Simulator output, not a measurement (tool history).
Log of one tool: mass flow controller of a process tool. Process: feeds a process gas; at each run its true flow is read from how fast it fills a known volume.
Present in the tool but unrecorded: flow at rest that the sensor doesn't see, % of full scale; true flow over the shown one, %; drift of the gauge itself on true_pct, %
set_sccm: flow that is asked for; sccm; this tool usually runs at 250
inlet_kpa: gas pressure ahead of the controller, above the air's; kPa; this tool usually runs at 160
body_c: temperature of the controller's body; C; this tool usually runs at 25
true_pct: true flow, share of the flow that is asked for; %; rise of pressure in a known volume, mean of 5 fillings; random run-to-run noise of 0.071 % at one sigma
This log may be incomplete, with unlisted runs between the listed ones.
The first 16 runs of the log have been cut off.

run    hour  set_sccm  inlet_kpa  body_c  hours of work since the controller was set to zero  hours of work since the controller was changed  true_pct
 17  1078.7       250        160      36                                                1012                                            1012    100.86
 18    1157       160        160      25                                                1036                                            1036     99.49
     1162.1  -- controller's zero set anew
 19  1209.8       250        160      25                                                  15                                            1053     99.64
 20  1273.1       372        160      29                                                  35                                            1073    100.34
 21  1329.1       372        180      22                                                  53                                            1090     99.54
     1376.9  -- controller's zero set anew, once more
 22  1422.8       101        163      27                                                  14                                            1120      99.6
 23  1512.4       477        191      30                                                  43                                            1148    100.89
 24  1587.3       477        191      30                                                  66                                            1171    100.78
 25  1634.4       477        191      30                                                  81                                            1186    100.76
 26  1676.4       250        188      30                                                  94                                            1200    100.07
 27  1749.5       139        254      22                                                 117                                            1223     98.47
 28  1838.7       139        254      22                                                 145                                            1251      98.6
 29  1920.7       137        160      39                                                 171                                            1276    100.94
 30  1975.2       312        163      25                                                 188                                            1294     99.98
 31  2038.8       312        163      25                                                 208                                            1314    100.14
 32  2130.4       312        163      25                                                 237                                            1343     99.89
 33  2182.9        56        228      30                                                 254                                            1359     99.27
 34  2270.3        56        228      30                                                 281                                            1387     99.32
 35  2348.8       250        167      31                                                 306                                            1411    100.46
 36  2427.1        61        160      26                                                 331                                            1436     99.29
 37  2465.6       250        160      23                                                 343                                            1448     99.71
 38  2527.5        77        160      36                                                 362                                            1468    100.44

Each row is a separate what-if for the run after 38, all from the same tool condition, not one after another. Results?
  A  2616.7       318        160      25                                                 390                                            1496         ?
  B  2616.7        77        160      36                                                 390                                            1496         ?
  C  2616.7       375        221      27                                                 390                                            1496         ?

run  true_pct
  A    100.14
  B    100.53
  C     99.83
The same runs, with their run-to-run variation unchanged, on a tool lacking any hidden condition would have given:
run  true_pct
  A     99.89
  B    100.45
  C     99.58
